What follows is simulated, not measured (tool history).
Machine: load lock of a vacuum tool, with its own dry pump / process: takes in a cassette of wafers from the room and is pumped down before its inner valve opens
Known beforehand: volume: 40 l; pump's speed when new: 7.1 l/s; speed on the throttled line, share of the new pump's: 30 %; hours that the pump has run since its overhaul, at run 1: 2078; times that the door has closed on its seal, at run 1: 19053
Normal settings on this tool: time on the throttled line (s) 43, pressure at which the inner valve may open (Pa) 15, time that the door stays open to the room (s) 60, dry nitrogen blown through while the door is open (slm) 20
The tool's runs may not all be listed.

run    hour  time on the throttled line (s)  pressure at which the inner valve may open (Pa)  time that the door stays open to the room (s)  dry nitrogen blown through while the door is open (slm)  hours that the pump has run since its overhaul  times that the door has closed on its seal  incoming humidity of the room's air, %  time from the closed door until the inner valve may open (s)  rise of the pressure with all valves shut (Pa/min)
  1     0.0                              43                                               15                                             60                                                       20                                            2078                                       19053                                    46.9                                                          81.2                                               0.192
  2    78.8                              43                                               21                                             60                                                       20                                            2157                                       19404                                    46.6                                                          78.5                                               0.197
  3   136.0                              43                                               13                                             60                                                       20                                            2214                                       19659                                    47.2                                                          82.1                                               0.202
  4   264.1                              43                                               13                                             60                                                       20                                            2342                                       20229                                    46.1                                                          82.3                                               0.208
  5   373.2                              43                                               26                                             60                                                       20                                            2451                                       20714                                    43.7                                                          78.0                                               0.217
  6   462.0                              43                                               15                                             60                                                       20                                            2540                                       21109                                    47.0                                                          81.2                                               0.222
  7   524.9                              22                                               15                                             60                                                       20                                            2603                                       21389                                    44.6                                                          66.7                                               0.227
  8   651.2                              22                                               15                                             60                                                       20                                            2729                                       21951                                    42.7                                                          66.5                                               0.229
  9   758.5                              43                                               24                                             60                                                       20                                            2837                                       22429                                    45.6                                                          79.1                                               0.243
 10   814.5                              43                                               24                                             60                                                       20                                            2893                                       22678                                    44.5                                                          78.6                                               0.243
 11   913.7                              43                                               24                                             60                                                       20                                            2992                                       23119                                    45.7                                                          78.4                                               0.248
 12  1019.8                              43                                               15                                             60                                                       20                                            3098                                       23591                                    47.3                                                          81.1                                               0.265
 13  1123.0                              43                                               25                                             60                                                       20                                            3201                                       24051                                    47.6                                                          78.7                                               0.256
 14  1217.3                              43                                               25                                             60                                                       20                                            3295                                       24470                                    46.6                                                          78.7                                               0.269
 15  1342.1                              43                                               15                                             38                                                       20                                            3420                                       25025                                    45.8                                                          81.6                                               0.272
 16  1435.4                              43                                               15                                             38                                                       20                                            3513                                       25441                                    44.4                                                          81.1                                               0.281
 17  1550.7                              43                                               15                                            137                                                       20                                            3629                                       25954                                    45.1                                                          81.9                                               0.308
 18  1651.5                              43                                               15                                             60                                                       20                                            3729                                       26402                                    47.1                                                          81.4                                               0.299
 19  1774.7                              43                                               15                                             60                                                       20                                            3853                                       26950                                    42.3                                                          81.7                                               0.307

Run 20 comes next. What will it give?
 20  1889.8                              43                                               15                                             60                                                       20                                            3968                                       27463                                    41.8                                                             ?                                                   ?

{"run 20": {"time from the closed door until the inner valve may open (s)": 81.5, "rise of the pressure with all valves shut (Pa/min)": 0.316}}
If the tool had no hidden condition, the same run with the same run-to-run variation would have returned time from the closed door until the inner valve may open (s) 79.7, rise of the pressure with all valves shut (Pa/min) 0.022.

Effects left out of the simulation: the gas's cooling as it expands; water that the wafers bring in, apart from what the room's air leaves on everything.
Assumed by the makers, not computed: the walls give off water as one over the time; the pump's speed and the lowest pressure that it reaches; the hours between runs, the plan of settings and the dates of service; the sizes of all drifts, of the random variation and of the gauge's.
